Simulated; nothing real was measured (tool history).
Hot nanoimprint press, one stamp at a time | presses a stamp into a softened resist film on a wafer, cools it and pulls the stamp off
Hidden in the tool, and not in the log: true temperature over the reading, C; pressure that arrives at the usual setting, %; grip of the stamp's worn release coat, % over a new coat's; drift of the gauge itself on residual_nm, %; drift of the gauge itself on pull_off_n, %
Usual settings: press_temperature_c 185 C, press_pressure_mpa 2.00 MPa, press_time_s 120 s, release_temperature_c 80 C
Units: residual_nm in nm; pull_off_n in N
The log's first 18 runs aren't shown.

| run | hour | press_temperature_c | press_pressure_mpa | press_time_s | release_temperature_c | hours of work since the thermocouple was calibrated | imprints on the stamp's release coat | hours of work since the press's seals were changed | residual_nm | pull_off_n |
|---|---|---|---|---|---|---|---|---|---|---|
| 19 | 144.6 | 187 | 1.24 | 136 | 70 | 278 | 290 | 168 | 130.7 | 212 |
| 20 | 151.5 | 185 | 2.31 | 120 | 79 | 283 | 316 | 173 | 106.3 | 177 |
| 21 | 156.4 | 185 | 2.31 | 120 | 79 | 286 | 335 | 176 | 107.0 | 185 |
| 22 | 162.6 | 180 | 1.88 | 120 | 80 | 291 | 358 | 181 | 140.8 | 188 |
| 23 | 170.0 | 176 | 1.99 | 141 | 80 | 296 | 386 | 186 | 150.6 | 180 |
| 24 | 178.2 | 192 | 2.86 | 120 | 80 | 302 | 418 | 192 | 75.3 | 184 |
| 25 | 183.7 | 193 | 2.86 | 120 | 82 | 306 | 439 | 196 | 73.1 | 177 |
| 26 | 191.2 | 193 | 2.86 | 120 | 82 | 311 | 467 | 201 | 72.6 | 177 |
| 27 | 199.1 | 193 | 2.86 | 120 | 82 | 316 | 497 | 207 | 71.6 | 177 |
| 28 | 204.2 | 193 | 1.77 | 120 | 82 | 320 | 517 | 210 | 93.3 | 176 |
|  | 212.1 | stamp cleaned and given a new release coat |
| 29 | 220.6 | 193 | 1.77 | 120 | 82 | 327 | 32 | 218 | 92.7 | 174 |
| 30 | 225.4 | 193 | 1.77 | 120 | 82 | 331 | 51 | 221 | 94.3 | 171 |

3 ways to go on from here, each from the tool as it stands after run 30. What would each give?
| A | 231.5 | 193 | 2.35 | 120 | 82 | 335 | 74 | 225 | ? | ? |
| B | 231.5 | 185 | 1.70 | 120 | 70 | 335 | 74 | 225 | ? | ? |
| C | 231.5 | 185 | 1.58 | 135 | 83 | 335 | 74 | 225 | ? | ? |

| run | residual_nm | pull_off_n |
|---|---|---|
| A | 80.4 | 173 |
| B | 127.1 | 208 |
| C | 123.9 | 177 |
Without the tool's hidden state the same runs would have given:
| run | residual_nm | pull_off_n |
|---|---|---|
| A | 80.3 | 173 |
| B | 126.9 | 208 |
| C | 123.8 | 177 |
